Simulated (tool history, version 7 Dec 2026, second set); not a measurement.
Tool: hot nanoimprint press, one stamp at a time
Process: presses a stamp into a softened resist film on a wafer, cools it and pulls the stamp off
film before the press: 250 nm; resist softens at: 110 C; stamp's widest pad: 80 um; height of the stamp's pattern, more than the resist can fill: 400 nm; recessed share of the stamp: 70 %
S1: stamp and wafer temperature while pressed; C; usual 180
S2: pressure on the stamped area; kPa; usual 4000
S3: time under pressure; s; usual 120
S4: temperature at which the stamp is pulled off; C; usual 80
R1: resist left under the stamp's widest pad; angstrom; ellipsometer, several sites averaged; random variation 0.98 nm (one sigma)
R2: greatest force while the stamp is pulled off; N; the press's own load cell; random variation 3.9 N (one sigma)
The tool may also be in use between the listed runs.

run	hour	S1	S2	S3	S4	R1	R2
1	0	180	4000	120	80	1437	228
2	42.5	180	4000	120	80	1441	224
3	68.7	180	4000	120	80	1423	239
# hour 101.6: stamp cleaned and given a new release coat
4	103.7	180	4000	120	80	1424	194
5	143.5	180	4000	120	80	1439	195
6	175.1	180	2830	120	80	1618	203
7	214.1	180	2830	120	80	1653	204
8	246.2	180	4000	120	88	1435	167
9	289	180	4000	120	80	1449	209
10	337.7	180	4000	120	70	1458	271
11	362.9	180	4000	120	70	1461	284
12	393.7	180	4000	139	80	1386	233
13	450.9	180	5680	120	78	1277	261
# hour 473: stamp cleaned and given a new release coat
14	496.6	175	5680	120	78	1574	203
15	537	169	4000	120	69	2098	251
16	567.9	168	4610	120	69	2056	258
17	592.1	168	4610	66	69	2253	253
18	622.1	171	4000	120	80	2012	213
19	674.3	171	4000	120	80	1981	227
20	721.3	180	4000	205	83	1260	212
21	763.4	168	3610	205	83	2027	214
22	817.5	180	4000	117	71	1510	291
# hour 846.2: stamp cleaned and given a new release coat
23	869.1	185	4000	61	80	1528	199

Forecast each of these 5 alternatives for the next run:
A	909.8	182	4000	120	80	?	?
B	909.8	185	2950	61	80	?	?
C	909.8	180	2570	101	74	?	?
D	909.8	176	5260	120	80	?	?
E	909.8	180	4670	120	80	?	?

run	R1	R2
A	1388	202
B	1717	201
C	1821	230
D	1578	208
E	1425	204
Without the tool's hidden state the same runs would have given:
run	R1	R2
A	1284	187
B	1621	185
C	1727	214
D	1460	192
E	1315	189
